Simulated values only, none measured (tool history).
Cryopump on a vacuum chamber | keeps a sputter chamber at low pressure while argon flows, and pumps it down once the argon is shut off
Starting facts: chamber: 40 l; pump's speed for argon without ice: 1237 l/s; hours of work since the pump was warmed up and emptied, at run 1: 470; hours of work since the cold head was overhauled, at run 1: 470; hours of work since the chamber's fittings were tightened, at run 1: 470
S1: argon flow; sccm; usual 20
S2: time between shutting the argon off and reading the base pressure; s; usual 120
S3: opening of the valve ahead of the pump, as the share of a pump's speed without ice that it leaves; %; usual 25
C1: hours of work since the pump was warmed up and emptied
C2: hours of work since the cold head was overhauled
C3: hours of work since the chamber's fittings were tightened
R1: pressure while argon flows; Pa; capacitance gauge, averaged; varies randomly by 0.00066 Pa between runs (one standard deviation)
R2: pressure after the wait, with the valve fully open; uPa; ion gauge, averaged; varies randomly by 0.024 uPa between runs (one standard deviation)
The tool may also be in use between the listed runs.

Run 1, hour 0: usual settings; C1 470; C2 470; C3 470. Result: R1 0.1114 Pa, R2 1.19 uPa.
Run 2, hour 23.7: usual settings; C1 487; C2 487; C3 487. Result: R1 0.1108 Pa, R2 1.23 uPa.
Run 3, hour 39.2: usual settings; C1 498; C2 498; C3 498. Result: R1 0.1108 Pa, R2 1.17 uPa.
Run 4, hour 60: usual settings but S3 16 %; C1 513; C2 513; C3 513. Result: R1 0.1727 Pa, R2 1.25 uPa.
Run 5, hour 74.9: usual settings but S1 31 sccm, S3 16 %; C1 523; C2 523; C3 523. Result: R1 0.2695 Pa, R2 1.24 uPa.
Run 6, hour 94: usual settings but S1 31 sccm, S3 16 %; C1 537; C2 537; C3 537. Result: R1 0.268 Pa, R2 1.19 uPa.
Run 7, hour 118.1: usual settings but S1 31 sccm, S3 16 %; C1 554; C2 554; C3 554. Result: R1 0.2682 Pa, R2 1.24 uPa.
Run 8, hour 139.8: usual settings but S1 31 sccm, S3 16 %; C1 569; C2 569; C3 569. Result: R1 0.2689 Pa, R2 1.23 uPa.
Run 9, hour 154.6: usual settings but S1 31 sccm, S2 234 s, S3 16 %; C1 580; C2 580; C3 580. Result: R1 0.2698 Pa, R2 0.97 uPa.
Run 10, hour 180.4: usual settings; C1 598; C2 598; C3 598. Result: R1 0.1116 Pa, R2 1.29 uPa.
Run 11, hour 204.9: usual settings but S3 19 %; C1 616; C2 616; C3 616. Result: R1 0.1462 Pa, R2 1.26 uPa.
Run 12, hour 219.8: usual settings but S3 19 %; C1 626; C2 626; C3 626. Result: R1 0.1458 Pa, R2 1.29 uPa.
Run 13, hour 243.7: usual settings; C1 644; C2 644; C3 644. Result: R1 0.1119 Pa, R2 1.33 uPa.
Run 14, hour 269: usual settings but S1 32 sccm; C1 662; C2 662; C3 662. Result: R1 0.1794 Pa, R2 1.31 uPa.
Run 15, hour 291.7: usual settings but S1 11 sccm; C1 678; C2 678; C3 678. Result: R1 0.0614 Pa, R2 1.38 uPa.
Run 16, hour 317.5: usual settings but S1 26 sccm, S3 31 %; C1 696; C2 696; C3 696. Result: R1 0.119 Pa, R2 1.31 uPa.
Run 17, hour 328.3: usual settings but S1 26 sccm, S3 29 %; C1 704; C2 704; C3 704. Result: R1 0.126 Pa, R2 1.33 uPa.
Run 18, hour 345.3: usual settings but S1 24 sccm, S2 126 s, S3 29 %; C1 716; C2 716; C3 716. Result: R1 0.1156 Pa, R2 1.36 uPa.
Run 19, hour 370.4: usual settings but S1 24 sccm, S2 126 s, S3 29 %; C1 734; C2 734; C3 734. Result: R1 0.1175 Pa, R2 1.3 uPa.
Run 20, hour 386.6: usual settings but S1 31 sccm, S2 126 s, S3 45 %; C1 745; C2 745; C3 745. Result: R1 0.0984 Pa, R2 1.27 uPa.
Run 21, hour 398.7: usual settings but S1 31 sccm, S2 126 s, S3 45 %; C1 754; C2 754; C3 754. Result: R1 0.0988 Pa, R2 1.33 uPa.
Run 22, hour 415.6: usual settings but S1 31 sccm, S2 260 s, S3 45 %; C1 766; C2 766; C3 766. Result: R1 0.0996 Pa, R2 1.02 uPa.
Run 23, hour 434.1: usual settings but S1 17 sccm, S2 55 s; C1 779; C2 779; C3 779. Result: R1 0.0961 Pa, R2 2.24 uPa.
Run 24, hour 450.8: usual settings but S2 79 s, S3 57 %; C1 791; C2 791; C3 791. Result: R1 0.0512 Pa, R2 1.77 uPa.
Run 25, hour 463.3: usual settings but S1 37 sccm, S2 188 s, S3 20 %; C1 800; C2 800; C3 800. Result: R1 0.2599 Pa, R2 1.19 uPa.
Run 26, hour 485.3: usual settings but S1 14 sccm, S3 41 %; C1 816; C2 816; C3 816. Result: R1 0.0497 Pa, R2 1.4 uPa.
Run 27, hour 499: usual settings but S1 14 sccm, S3 41 %; C1 826; C2 826; C3 826. Result: R1 0.0492 Pa, R2 1.35 uPa.
Run 28, hour 513.2: usual settings but S2 78 s, S3 48 %; C1 836; C2 836; C3 836. Result: R1 0.0596 Pa, R2 1.8 uPa.
Run 29, hour 535.1: usual settings but S2 257 s, S3 19 %; C1 851; C2 851; C3 851. Result: R1 0.1459 Pa, R2 1.08 uPa.

5 options for the next run, each taken on its own from the tool as it stands now. Forecast them:
Run A, hour 546.4: usual settings but S1 24 sccm, S2 257 s, S3 19 %; C1 859; C2 859; C3 859. Result: R1 ?, R2 ?.
Run B, hour 546.4: usual settings but S1 29 sccm, S2 29 s, S3 19 %; C1 859; C2 859; C3 859. Result: R1 ?, R2 ?.
Run C, hour 546.4: usual settings but S1 25 sccm, S2 257 s, S3 47 %; C1 859; C2 859; C3 859. Result: R1 ?, R2 ?.
Run D, hour 546.4: usual settings but S2 26 s, S3 40 %; C1 859; C2 859; C3 859. Result: R1 ?, R2 ?.
Run E, hour 546.4: usual settings but S3 53 %; C1 859; C2 859; C3 859. Result: R1 ?, R2 ?.

run      R1    R2
  A  0.1777  1.06
  B  0.2146  3.52
  C  0.0767   1.1
  D  0.0721  3.84
  E   0.055  1.46
Had the tool no hidden state, the same runs would have come out as:
run      R1    R2
  A  0.1735  0.53
  B  0.2095  3.01
  C  0.0722  0.57
  D  0.0686  3.32
  E  0.0515  0.95

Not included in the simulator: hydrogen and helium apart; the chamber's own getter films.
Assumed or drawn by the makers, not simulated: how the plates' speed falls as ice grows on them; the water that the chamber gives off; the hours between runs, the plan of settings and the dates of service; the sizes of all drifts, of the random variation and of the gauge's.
